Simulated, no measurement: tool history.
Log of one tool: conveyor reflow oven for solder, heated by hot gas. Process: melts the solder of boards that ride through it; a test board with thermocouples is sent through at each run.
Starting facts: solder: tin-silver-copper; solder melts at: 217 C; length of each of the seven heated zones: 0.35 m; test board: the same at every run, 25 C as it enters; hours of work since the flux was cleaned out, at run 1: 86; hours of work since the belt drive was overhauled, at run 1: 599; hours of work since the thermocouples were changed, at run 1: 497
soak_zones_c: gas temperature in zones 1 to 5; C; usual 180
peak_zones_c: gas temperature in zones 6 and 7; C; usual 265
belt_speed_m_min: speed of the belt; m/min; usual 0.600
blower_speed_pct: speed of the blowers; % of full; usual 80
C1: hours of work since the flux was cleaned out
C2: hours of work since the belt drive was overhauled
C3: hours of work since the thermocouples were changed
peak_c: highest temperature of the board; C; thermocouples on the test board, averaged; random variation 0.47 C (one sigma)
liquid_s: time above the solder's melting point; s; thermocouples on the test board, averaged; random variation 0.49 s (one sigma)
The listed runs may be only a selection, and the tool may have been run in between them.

{"run": 1, "day": 0.0, "soak_zones_c": 180, "peak_zones_c": 265, "belt_speed_m_min": 0.6, "blower_speed_pct": 80, "C1": 86, "C2": 599, "C3": 497, "peak_c": 251.8, "liquid_s": 53.6}
{"run": 2, "day": 0.733, "soak_zones_c": 180, "peak_zones_c": 265, "belt_speed_m_min": 0.6, "blower_speed_pct": 80, "C1": 95, "C2": 608, "C3": 506, "peak_c": 250.8, "liquid_s": 54.3}
{"run": 3, "day": 1.846, "soak_zones_c": 180, "peak_zones_c": 265, "belt_speed_m_min": 0.6, "blower_speed_pct": 80, "C1": 108, "C2": 620, "C3": 518, "peak_c": 251.4, "liquid_s": 54.5}
{"run": 4, "day": 2.517, "soak_zones_c": 180, "peak_zones_c": 265, "belt_speed_m_min": 0.556, "blower_speed_pct": 80, "C1": 115, "C2": 628, "C3": 526, "peak_c": 253.5, "liquid_s": 59.9}
{"run": 5, "day": 3.488, "soak_zones_c": 180, "peak_zones_c": 265, "belt_speed_m_min": 0.6, "blower_speed_pct": 80, "C1": 126, "C2": 639, "C3": 537, "peak_c": 251.5, "liquid_s": 54.0}
{"run": 6, "day": 4.504, "soak_zones_c": 180, "peak_zones_c": 265, "belt_speed_m_min": 0.6, "blower_speed_pct": 80, "C1": 138, "C2": 651, "C3": 549, "peak_c": 250.7, "liquid_s": 55.1}
{"run": 7, "day": 5.038, "soak_zones_c": 180, "peak_zones_c": 265, "belt_speed_m_min": 0.637, "blower_speed_pct": 80, "C1": 144, "C2": 657, "C3": 555, "peak_c": 249.6, "liquid_s": 48.8}
{"run": 8, "day": 5.975, "soak_zones_c": 180, "peak_zones_c": 265, "belt_speed_m_min": 0.637, "blower_speed_pct": 80, "C1": 155, "C2": 668, "C3": 566, "peak_c": 249.9, "liquid_s": 48.9}
{"run": 9, "day": 6.721, "soak_zones_c": 180, "peak_zones_c": 265, "belt_speed_m_min": 0.637, "blower_speed_pct": 80, "C1": 163, "C2": 676, "C3": 574, "peak_c": 249.2, "liquid_s": 49.5}
{"run": 10, "day": 7.371, "soak_zones_c": 180, "peak_zones_c": 265, "belt_speed_m_min": 0.637, "blower_speed_pct": 80, "C1": 171, "C2": 684, "C3": 582, "peak_c": 249.4, "liquid_s": 49.0}
{"run": 11, "day": 8.279, "soak_zones_c": 180, "peak_zones_c": 265, "belt_speed_m_min": 0.637, "blower_speed_pct": 80, "C1": 181, "C2": 694, "C3": 592, "peak_c": 249.7, "liquid_s": 50.0}
{"run": 12, "day": 9.188, "soak_zones_c": 171, "peak_zones_c": 265, "belt_speed_m_min": 0.6, "blower_speed_pct": 80, "C1": 192, "C2": 705, "C3": 602, "peak_c": 250.3, "liquid_s": 49.8}
{"run": 13, "day": 9.65, "soak_zones_c": 180, "peak_zones_c": 262, "belt_speed_m_min": 0.6, "blower_speed_pct": 80, "C1": 197, "C2": 710, "C3": 608, "peak_c": 249.3, "liquid_s": 52.9}
{"run": 14, "day": 10.233, "soak_zones_c": 180, "peak_zones_c": 262, "belt_speed_m_min": 0.6, "blower_speed_pct": 80, "C1": 204, "C2": 717, "C3": 614, "peak_c": 249.5, "liquid_s": 53.2}
{"run": 15, "day": 11.129, "soak_zones_c": 180, "peak_zones_c": 265, "belt_speed_m_min": 0.549, "blower_speed_pct": 80, "C1": 214, "C2": 727, "C3": 625, "peak_c": 253.2, "liquid_s": 61.4}
{"run": 16, "day": 12.142, "soak_zones_c": 180, "peak_zones_c": 256, "belt_speed_m_min": 0.603, "blower_speed_pct": 80, "C1": 226, "C2": 738, "C3": 636, "peak_c": 243.5, "liquid_s": 47.8}
{"run": 17, "day": 13.129, "soak_zones_c": 180, "peak_zones_c": 256, "belt_speed_m_min": 0.603, "blower_speed_pct": 80, "C1": 237, "C2": 750, "C3": 648, "peak_c": 243.5, "liquid_s": 47.7}
{"run": 18, "day": 13.775, "soak_zones_c": 186, "peak_zones_c": 272, "belt_speed_m_min": 0.526, "blower_speed_pct": 78, "C1": 244, "C2": 757, "C3": 655, "peak_c": 260.8, "liquid_s": 71.3}
{"run": 19, "day": 14.512, "soak_zones_c": 170, "peak_zones_c": 267, "belt_speed_m_min": 0.6, "blower_speed_pct": 80, "C1": 253, "C2": 766, "C3": 663, "peak_c": 251.8, "liquid_s": 51.4}
{"run": 20, "day": 15.2, "soak_zones_c": 170, "peak_zones_c": 267, "belt_speed_m_min": 0.6, "blower_speed_pct": 80, "C1": 261, "C2": 773, "C3": 671, "peak_c": 251.3, "liquid_s": 50.3}
{"run": 21, "day": 16.229, "soak_zones_c": 182, "peak_zones_c": 253, "belt_speed_m_min": 0.683, "blower_speed_pct": 62, "C1": 272, "C2": 785, "C3": 683, "peak_c": 234.7, "liquid_s": 33.1}
{"run": 22, "day": 16.721, "soak_zones_c": 182, "peak_zones_c": 253, "belt_speed_m_min": 0.683, "blower_speed_pct": 62, "C1": 278, "C2": 791, "C3": 689, "peak_c": 234.7, "liquid_s": 33.1}
{"run": 23, "day": 17.192, "soak_zones_c": 184, "peak_zones_c": 276, "belt_speed_m_min": 0.714, "blower_speed_pct": 80, "C1": 283, "C2": 796, "C3": 694, "peak_c": 255.6, "liquid_s": 47.9}
{"run": 24, "day": 18.142, "soak_zones_c": 184, "peak_zones_c": 276, "belt_speed_m_min": 0.714, "blower_speed_pct": 80, "C1": 294, "C2": 807, "C3": 705, "peak_c": 256.3, "liquid_s": 47.5}
{"run": 25, "day": 18.817, "soak_zones_c": 184, "peak_zones_c": 276, "belt_speed_m_min": 0.714, "blower_speed_pct": 80, "C1": 302, "C2": 815, "C3": 713, "peak_c": 255.6, "liquid_s": 47.2}
{"run": 26, "day": 19.617, "soak_zones_c": 194, "peak_zones_c": 265, "belt_speed_m_min": 0.6, "blower_speed_pct": 80, "C1": 311, "C2": 824, "C3": 722, "peak_c": 253.6, "liquid_s": 61.0}
{"run": 27, "day": 20.292, "soak_zones_c": 169, "peak_zones_c": 265, "belt_speed_m_min": 0.549, "blower_speed_pct": 80, "C1": 319, "C2": 832, "C3": 730, "peak_c": 252.0, "liquid_s": 55.8}
{"run": 28, "day": 21.238, "soak_zones_c": 180, "peak_zones_c": 265, "belt_speed_m_min": 0.6, "blower_speed_pct": 51, "C1": 330, "C2": 843, "C3": 740, "peak_c": 246.1, "liquid_s": 48.5}
{"run": 29, "day": 21.85, "soak_zones_c": 180, "peak_zones_c": 265, "belt_speed_m_min": 0.606, "blower_speed_pct": 80, "C1": 337, "C2": 850, "C3": 747, "peak_c": 251.4, "liquid_s": 53.2}
{"day": 22.454, "done": "flux residue cleaned out of gas plates and filters"}
{"day": 22.933, "done": "belt drive overhauled, speed set with a stopwatch"}
{"run": 30, "day": 23.292, "soak_zones_c": 180, "peak_zones_c": 265, "belt_speed_m_min": 0.606, "blower_speed_pct": 80, "C1": 8, "C2": 4, "C3": 760, "peak_c": 251.0, "liquid_s": 53.4}

Here are 3 independent what-if runs from the current tool condition. What would each one return?
{"run": "A", "day": 23.829, "soak_zones_c": 184, "peak_zones_c": 265, "belt_speed_m_min": 0.606, "blower_speed_pct": 62, "C1": 14, "C2": 10, "C3": 766, "peak_c": "?", "liquid_s": "?"}
{"run": "B", "day": 23.829, "soak_zones_c": 169, "peak_zones_c": 265, "belt_speed_m_min": 0.606, "blower_speed_pct": 80, "C1": 14, "C2": 10, "C3": 766, "peak_c": "?", "liquid_s": "?"}
{"run": "C", "day": 23.829, "soak_zones_c": 180, "peak_zones_c": 254, "belt_speed_m_min": 0.529, "blower_speed_pct": 73, "C1": 14, "C2": 10, "C3": 766, "peak_c": "?", "liquid_s": "?"}

run=A peak_c=249.2 liquid_s=53.2
run=B peak_c=248.6 liquid_s=48.9
run=C peak_c=243.4 liquid_s=56.8
With the hidden condition removed and each run's random variation left untouched, the same runs would have given:
run=A peak_c=249.3 liquid_s=53.3
run=B peak_c=248.8 liquid_s=48.9
run=C peak_c=243.5 liquid_s=56.9
